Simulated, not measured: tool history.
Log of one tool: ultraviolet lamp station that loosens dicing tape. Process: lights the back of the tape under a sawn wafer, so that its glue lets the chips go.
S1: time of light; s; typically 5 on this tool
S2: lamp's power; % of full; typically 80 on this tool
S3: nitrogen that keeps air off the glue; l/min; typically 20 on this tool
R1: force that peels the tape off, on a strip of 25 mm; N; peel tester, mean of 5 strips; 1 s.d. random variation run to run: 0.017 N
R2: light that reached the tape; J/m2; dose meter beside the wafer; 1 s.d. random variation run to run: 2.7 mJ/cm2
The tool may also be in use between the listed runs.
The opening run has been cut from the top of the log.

run,hour,S1,S2,S3,R1,R2
2,41.2,5,80,20,0.978,3350
3,64.9,4,80,20,1.462,2730
4,87.5,4,80,20,1.450,2690
5,118.2,5,80,20,0.977,3370
6,151.2,5,80,20,0.977,3270
7,194.1,5,75,20,1.168,3060
8,238.2,5,75,20,1.151,3010
9,269.4,5,80,38,0.650,3210
# hour 272.4: window cleaned of glue's vapour
10,305.8,5,80,20,1.162,3090
11,348.4,5,80,20,1.124,3020
12,387.4,5,80,20,1.157,3030
13,422.9,5,66,20,1.677,2460
# hour 442.6: window cleaned of glue's vapour, once more
14,459.8,5,66,20,1.376,2800
15,482.4,5,96,20,0.648,4060
16,505.2,5,97,20,0.641,4030
17,542.3,5,63,20,1.472,2640
18,581.0,7,68,18,0.761,3910

Run 19 has not been measured yet. What should we expect?
19,622.4,4,68,36,?,?

For run 19 the tool returned R1 1.401 N, R2 2180 J/m2.
On a tool with no hidden condition, and with the same random variation, this run would have come out at R1 1.145 N, R2 2430 J/m2.
